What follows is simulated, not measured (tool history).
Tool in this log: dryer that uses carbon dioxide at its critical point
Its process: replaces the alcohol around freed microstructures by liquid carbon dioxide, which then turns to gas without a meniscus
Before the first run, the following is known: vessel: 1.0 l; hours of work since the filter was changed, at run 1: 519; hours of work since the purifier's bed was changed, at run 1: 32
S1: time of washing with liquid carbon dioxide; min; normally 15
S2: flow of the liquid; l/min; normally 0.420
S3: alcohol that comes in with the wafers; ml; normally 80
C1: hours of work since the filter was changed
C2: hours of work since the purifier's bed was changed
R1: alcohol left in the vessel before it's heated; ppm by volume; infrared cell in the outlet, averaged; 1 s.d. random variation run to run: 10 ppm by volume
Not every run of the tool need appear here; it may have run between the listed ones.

run 1 day=0.000 | S1=15 S2=0.420 S3=80 | C1=519 C2=32 | R1=1185
run 2 day=1.188 | S1=15 S2=0.420 S3=80 | C1=541 C2=55 | R1=1164
run 3 day=2.138 | S1=15 S2=0.420 S3=44 | C1=559 C2=73 | R1=672
run 4 day=3.379 | S1=15 S2=0.420 S3=44 | C1=583 C2=96 | R1=688
-- day=3.554 inlet filter changed
run 5 day=4.329 | S1=15 S2=0.420 S3=80 | C1=15 C2=114 | R1=649
run 6 day=5.154 | S1=15 S2=0.420 S3=80 | C1=30 C2=129 | R1=639
run 7 day=6.350 | S1=15 S2=0.420 S3=80 | C1=53 C2=152 | R1=658
run 8 day=7.546 | S1=15 S2=0.420 S3=80 | C1=76 C2=175 | R1=691
run 9 day=8.921 | S1=15 S2=0.420 S3=80 | C1=102 C2=201 | R1=721
run 10 day=9.650 | S1=15 S2=0.420 S3=80 | C1=116 C2=214 | R1=728
run 11 day=10.550 | S1=15 S2=0.420 S3=80 | C1=133 C2=232 | R1=725
run 12 day=11.650 | S1=15 S2=0.420 S3=80 | C1=153 C2=252 | R1=773
run 13 day=12.954 | S1=11 S2=0.420 S3=80 | C1=178 C2=277 | R1=2655
run 14 day=14.133 | S1=15 S2=0.420 S3=55 | C1=201 C2=299 | R1=570
run 15 day=15.767 | S1=15 S2=0.420 S3=55 | C1=231 C2=330 | R1=574
run 16 day=17.317 | S1=15 S2=0.420 S3=23 | C1=261 C2=360 | R1=262
run 17 day=18.654 | S1=15 S2=0.420 S3=67 | C1=286 C2=385 | R1=748
run 18 day=20.083 | S1=15 S2=0.712 S3=67 | C1=313 C2=412 | R1=69
run 19 day=21.304 | S1=15 S2=0.712 S3=45 | C1=336 C2=435 | R1=52
run 20 day=22.354 | S1=10 S2=0.312 S3=31 | C1=356 C2=455 | R1=3421
run 21 day=23.583 | S1=10 S2=0.420 S3=105 | C1=380 C2=478 | R1=5405
run 22 day=25.058 | S1=12 S2=0.653 S3=80 | C1=408 C2=506 | R1=404
run 23 day=25.825 | S1=12 S2=0.328 S3=80 | C1=422 C2=521 | R1=5143
run 24 day=27.312 | S1=14 S2=0.500 S3=36 | C1=450 C2=549 | R1=327
run 25 day=28.442 | S1=14 S2=0.324 S3=36 | C1=472 C2=571 | R1=1590
run 26 day=30.046 | S1=14 S2=0.324 S3=36 | C1=502 C2=601 | R1=1612
run 27 day=31.367 | S1=15 S2=0.680 S3=80 | C1=527 C2=626 | R1=119
run 28 day=32.392 | S1=16 S2=0.350 S3=73 | C1=546 C2=645 | R1=1656

3 options for the next run, each taken on its own from the tool as it stands now. Forecast them:
run A day=33.708 | S1=23 S2=0.420 S3=34 | C1=571 C2=670 | R1=?
run B day=33.708 | S1=13 S2=0.349 S3=33 | C1=571 C2=670 | R1=?
run C day=33.708 | S1=15 S2=0.420 S3=98 | C1=571 C2=670 | R1=?

run=A R1=84
run=B R1=1600
run=C R1=1512
Take away the tool's hidden state, keep each run's random variation, and the runs would have read:
run=A R1=17
run=B R1=967
run=C R1=761
